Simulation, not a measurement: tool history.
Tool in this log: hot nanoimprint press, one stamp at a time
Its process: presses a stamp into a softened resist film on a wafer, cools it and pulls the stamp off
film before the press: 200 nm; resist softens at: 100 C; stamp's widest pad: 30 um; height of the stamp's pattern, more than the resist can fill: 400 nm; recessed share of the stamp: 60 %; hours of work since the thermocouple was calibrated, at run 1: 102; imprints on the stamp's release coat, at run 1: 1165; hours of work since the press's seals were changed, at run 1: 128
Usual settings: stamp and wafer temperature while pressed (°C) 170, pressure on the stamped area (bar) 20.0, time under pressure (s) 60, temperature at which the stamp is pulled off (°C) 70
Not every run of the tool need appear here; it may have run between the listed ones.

run	hour	stamp and wafer temperature while pressed (°C)	pressure on the stamped area (bar)	time under pressure (s)	temperature at which the stamp is pulled off (°C)	hours of work since the thermocouple was calibrated	imprints on the stamp's release coat	hours of work since the press's seals were changed	resist left under the stamp's widest pad (nm)	greatest force while the stamp is pulled off (N)
1	0.0	170	20.0	60	70	102	1165	128	81.8	248
2	6.9	170	20.0	60	72	105	1189	131	81.5	249
3	16.4	170	20.0	60	72	110	1223	136	82.1	244
4	31.2	170	20.0	103	70	117	1276	143	66.0	258
5	37.7	170	20.0	103	70	120	1299	146	65.6	260
6	47.5	170	14.4	60	70	125	1334	151	94.7	260
7	54.9	170	14.4	60	70	128	1360	155	95.2	253
8	62.7	170	20.0	47	70	132	1388	158	89.8	264
9	75.6	170	20.0	47	70	138	1433	165	90.1	255
10	89.6	170	26.5	60	70	145	1483	171	71.5	261
11	103.0	170	26.5	60	70	152	1531	178	71.6	262
12	114.1	161	23.7	61	76	157	1570	183	106.8	241
13	122.5	161	18.3	50	76	161	1600	187	125.1	241
14	137.0	161	18.3	50	76	168	1652	194	125.8	249
15	147.3	170	15.5	60	75	173	1688	199	91.7	257

What if the next run were any one of these 3? Each begins from the tool's condition after run 15:
# hour 154.1: stamp cleaned and given a new release coat
A	163.8	170	14.5	55	70	178	34	204	?	?
# hour 154.1: stamp cleaned and given a new release coat
B	163.8	162	28.8	101	75	178	34	204	?	?
# hour 154.1: stamp cleaned and given a new release coat
C	163.8	170	22.5	102	70	178	34	204	?	?

run	resist left under the stamp's widest pad (nm)	greatest force while the stamp is pulled off (N)
A	97.4	205
B	77.8	183
C	61.5	198
Had the tool no hidden state, the same runs would have come out as:
run	resist left under the stamp's widest pad (nm)	greatest force while the stamp is pulled off (N)
A	99.0	206
B	79.2	184
C	62.7	199
